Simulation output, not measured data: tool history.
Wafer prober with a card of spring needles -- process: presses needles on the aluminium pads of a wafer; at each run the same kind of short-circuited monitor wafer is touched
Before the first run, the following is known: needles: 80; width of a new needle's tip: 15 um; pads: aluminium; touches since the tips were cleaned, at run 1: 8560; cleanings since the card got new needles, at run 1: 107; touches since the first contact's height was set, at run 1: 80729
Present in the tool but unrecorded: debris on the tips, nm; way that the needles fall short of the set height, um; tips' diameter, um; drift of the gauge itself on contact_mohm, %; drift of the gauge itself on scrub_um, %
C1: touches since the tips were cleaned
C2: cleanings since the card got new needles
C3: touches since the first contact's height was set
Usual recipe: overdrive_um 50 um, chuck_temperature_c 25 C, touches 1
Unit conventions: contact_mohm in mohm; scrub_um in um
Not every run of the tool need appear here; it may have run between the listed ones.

run 1 hour=0.0 | overdrive_um=50 chuck_temperature_c=25 touches=1 | C1=8560 C2=107 C3=80729 | contact_mohm=233 scrub_um=7.32
-- hour=3.1 tips cleaned on abrasive film
-- hour=21.6 tips cleaned on abrasive film
-- hour=37.5 tips cleaned on abrasive film
run 2 hour=39.8 | overdrive_um=50 chuck_temperature_c=25 touches=1 | C1=1250 C2=110 C3=102586 | contact_mohm=229 scrub_um=7.32
-- hour=55.7 tips cleaned on abrasive film
run 3 hour=67.5 | overdrive_um=32 chuck_temperature_c=25 touches=1 | C1=6565 C2=111 C3=117899 | contact_mohm=239 scrub_um=4.67
-- hour=74.6 tips cleaned on abrasive film
-- hour=92.1 tips cleaned on abrasive film
-- hour=110.0 tips cleaned on abrasive film
run 4 hour=117.1 | overdrive_um=32 chuck_temperature_c=46 touches=1 | C1=3925 C2=114 C3=145143 | contact_mohm=248 scrub_um=4.70
-- hour=127.4 tips cleaned on abrasive film
-- hour=138.5 height of the first contact set anew
-- hour=146.5 tips cleaned on abrasive film
run 5 hour=153.8 | overdrive_um=32 chuck_temperature_c=46 touches=1 | C1=4080 C2=116 C3=8453 | contact_mohm=251 scrub_um=4.67
-- hour=164.6 tips cleaned on abrasive film
-- hour=181.8 tips cleaned on abrasive film
-- hour=198.0 tips cleaned on abrasive film
run 6 hour=198.0 | overdrive_um=50 chuck_temperature_c=25 touches=1 | C1=0 C2=119 C3=32758 | contact_mohm=229 scrub_um=7.33
-- hour=214.3 tips cleaned on abrasive film
-- hour=233.4 tips cleaned on abrasive film
-- hour=250.8 tips cleaned on abrasive film
run 7 hour=255.6 | overdrive_um=50 chuck_temperature_c=25 touches=1 | C1=2662 C2=122 C3=64473 | contact_mohm=225 scrub_um=7.33
-- hour=268.4 tips cleaned on abrasive film
-- hour=284.8 tips cleaned on abrasive film
-- hour=304.0 tips cleaned on abrasive film
run 8 hour=308.3 | overdrive_um=50 chuck_temperature_c=25 touches=1 | C1=2420 C2=125 C3=93489 | contact_mohm=226 scrub_um=7.32
-- hour=321.9 tips cleaned on abrasive film
-- hour=338.0 tips cleaned on abrasive film
-- hour=353.9 tips cleaned on abrasive film
run 9 hour=360.8 | overdrive_um=50 chuck_temperature_c=25 touches=1 | C1=3800 C2=128 C3=122365 | contact_mohm=227 scrub_um=7.31
-- hour=371.0 tips cleaned on abrasive film
-- hour=390.0 tips cleaned on abrasive film
run 10 hour=401.3 | overdrive_um=50 chuck_temperature_c=25 touches=1 | C1=6253 C2=130 C3=144687 | contact_mohm=226 scrub_um=7.33
-- hour=408.1 tips cleaned on abrasive film
-- hour=422.4 height of the first contact set anew
-- hour=426.5 tips cleaned on abrasive film
run 11 hour=432.5 | overdrive_um=50 chuck_temperature_c=25 touches=1 | C1=3329 C2=132 C3=5516 | contact_mohm=226 scrub_um=7.36
-- hour=442.8 tips cleaned on abrasive film
-- hour=461.6 tips cleaned on abrasive film
-- hour=479.8 tips cleaned on abrasive film
run 12 hour=489.0 | overdrive_um=50 chuck_temperature_c=25 touches=1 | C1=5098 C2=135 C3=36630 | contact_mohm=227 scrub_um=7.34
-- hour=496.4 tips cleaned on abrasive film
-- hour=514.3 tips cleaned on abrasive film
run 13 hour=517.3 | overdrive_um=66 chuck_temperature_c=25 touches=1 | C1=1667 C2=137 C3=52220 | contact_mohm=222 scrub_um=9.69
-- hour=531.3 tips cleaned on abrasive film
-- hour=548.8 tips cleaned on abrasive film
-- hour=568.6 tips cleaned on abrasive film
run 14 hour=569.9 | overdrive_um=66 chuck_temperature_c=25 touches=1 | C1=696 C2=140 C3=81142 | contact_mohm=222 scrub_um=9.68
-- hour=588.3 tips cleaned on abrasive film
-- hour=605.4 tips cleaned on abrasive film
run 15 hour=618.1 | overdrive_um=66 chuck_temperature_c=25 touches=1 | C1=7043 C2=142 C3=107729 | contact_mohm=227 scrub_um=9.67
-- hour=621.8 tips cleaned on abrasive film
-- hour=638.4 tips cleaned on abrasive film
-- hour=657.8 tips cleaned on abrasive film
-- hour=674.6 tips cleaned on abrasive film
run 16 hour=674.6 | overdrive_um=40 chuck_temperature_c=71 touches=1 | C1=0 C2=146 C3=138814 | contact_mohm=247 scrub_um=5.85
-- hour=691.8 tips cleaned on abrasive film
-- hour=707.6 height of the first contact set anew
-- hour=711.7 tips cleaned on abrasive film
run 17 hour=725.0 | overdrive_um=50 chuck_temperature_c=78 touches=3 | C1=7368 C2=148 C3=9556 | contact_mohm=240 scrub_um=7.32
-- hour=727.9 tips cleaned on abrasive film
-- hour=746.4 tips cleaned on abrasive film
-- hour=765.2 tips cleaned on abrasive film
run 18 hour=768.3 | overdrive_um=50 chuck_temperature_c=28 touches=2 | C1=1708 C2=151 C3=33353 | contact_mohm=227 scrub_um=7.34
-- hour=784.2 tips cleaned on abrasive film
-- hour=803.1 tips cleaned on abrasive film
run 19 hour=816.2 | overdrive_um=32 chuck_temperature_c=111 touches=1 | C1=7211 C2=153 C3=59758 | contact_mohm=265 scrub_um=4.69
-- hour=822.5 tips cleaned on abrasive film
-- hour=838.9 tips cleaned on abrasive film
run 20 hour=847.1 | overdrive_um=32 chuck_temperature_c=111 touches=1 | C1=4546 C2=155 C3=76792 | contact_mohm=270 scrub_um=4.68
-- hour=855.1 tips cleaned on abrasive film
-- hour=872.2 tips cleaned on abrasive film
-- hour=889.2 tips cleaned on abrasive film
run 21 hour=893.7 | overdrive_um=50 chuck_temperature_c=36 touches=2 | C1=2464 C2=158 C3=102397 | contact_mohm=230 scrub_um=7.32
-- hour=905.5 tips cleaned on abrasive film
-- hour=923.6 tips cleaned on abrasive film
run 22 hour=927.1 | overdrive_um=45 chuck_temperature_c=25 touches=2 | C1=1944 C2=160 C3=120812 | contact_mohm=231 scrub_um=6.61
-- hour=942.1 tips cleaned on abrasive film
-- hour=961.2 tips cleaned on abrasive film
-- hour=979.8 tips cleaned on abrasive film
run 23 hour=983.1 | overdrive_um=40 chuck_temperature_c=60 touches=3 | C1=1831 C2=163 C3=151614 | contact_mohm=244 scrub_um=5.88
-- hour=991.1 height of the first contact set anew
-- hour=998.5 tips cleaned on abrasive film
-- hour=1015.3 tips cleaned on abrasive film
-- hour=1034.3 tips cleaned on abrasive film
run 24 hour=1043.6 | overdrive_um=40 chuck_temperature_c=60 touches=3 | C1=5151 C2=166 C3=28937 | contact_mohm=243 scrub_um=5.88
-- hour=1050.9 tips cleaned on abrasive film
-- hour=1069.4 tips cleaned on abrasive film
-- hour=1087.8 tips cleaned on abrasive film
-- hour=1105.0 tips cleaned on abrasive film
run 25 hour=1105.0 | overdrive_um=50 chuck_temperature_c=25 touches=1 | C1=0 C2=170 C3=62664 | contact_mohm=232 scrub_um=7.33
-- hour=1122.8 tips cleaned on abrasive film
run 26 hour=1134.0 | overdrive_um=63 chuck_temperature_c=25 touches=1 | C1=6169 C2=171 C3=78663 | contact_mohm=222 scrub_um=9.25
-- hour=1140.8 tips cleaned on abrasive film
-- hour=1159.3 tips cleaned on abrasive film
-- hour=1175.2 tips cleaned on abrasive film
run 27 hour=1177.8 | overdrive_um=50 chuck_temperature_c=38 touches=1 | C1=1438 C2=174 C3=102762 | contact_mohm=231 scrub_um=7.31
-- hour=1191.9 tips cleaned on abrasive film
-- hour=1208.4 tips cleaned on abrasive film
-- hour=1225.9 tips cleaned on abrasive film
run 28 hour=1233.5 | overdrive_um=45 chuck_temperature_c=98 touches=1 | C1=4207 C2=177 C3=133434 | contact_mohm=254 scrub_um=6.58
-- hour=1245.3 tips cleaned on abrasive film
-- hour=1264.3 tips cleaned on abrasive film
-- hour=1276.3 card fitted with new needles
run 29 hour=1287.7 | overdrive_um=46 chuck_temperature_c=49 touches=2 | C1=6331 C2=0 C3=6331 | contact_mohm=237 scrub_um=6.74

Alternative continuations, all from the tool just after run 29; predict every row:
-- hour=1294.8 tips cleaned on abrasive film
-- hour=1313.6 tips cleaned on abrasive film
-- hour=1330.9 tips cleaned on abrasive film
run A hour=1337.2 | overdrive_um=32 chuck_temperature_c=47 touches=1 | C1=3463 C2=3 C3=33536 | contact_mohm=? scrub_um=?
-- hour=1294.8 tips cleaned on abrasive film
-- hour=1313.6 tips cleaned on abrasive film
-- hour=1330.9 tips cleaned on abrasive film
run B hour=1337.2 | overdrive_um=34 chuck_temperature_c=109 touches=1 | C1=3463 C2=3 C3=33536 | contact_mohm=? scrub_um=?
-- hour=1294.8 tips cleaned on abrasive film
-- hour=1313.6 tips cleaned on abrasive film
-- hour=1330.9 tips cleaned on abrasive film
run C hour=1337.2 | overdrive_um=47 chuck_temperature_c=28 touches=2 | C1=3463 C2=3 C3=33536 | contact_mohm=? scrub_um=?

run=A contact_mohm=249 scrub_um=4.65
run=B contact_mohm=260 scrub_um=4.98
run=C contact_mohm=227 scrub_um=6.88
Had the tool no hidden state, the same runs would have come out as:
run=A contact_mohm=248 scrub_um=4.65
run=B contact_mohm=259 scrub_um=4.98
run=C contact_mohm=227 scrub_um=6.88
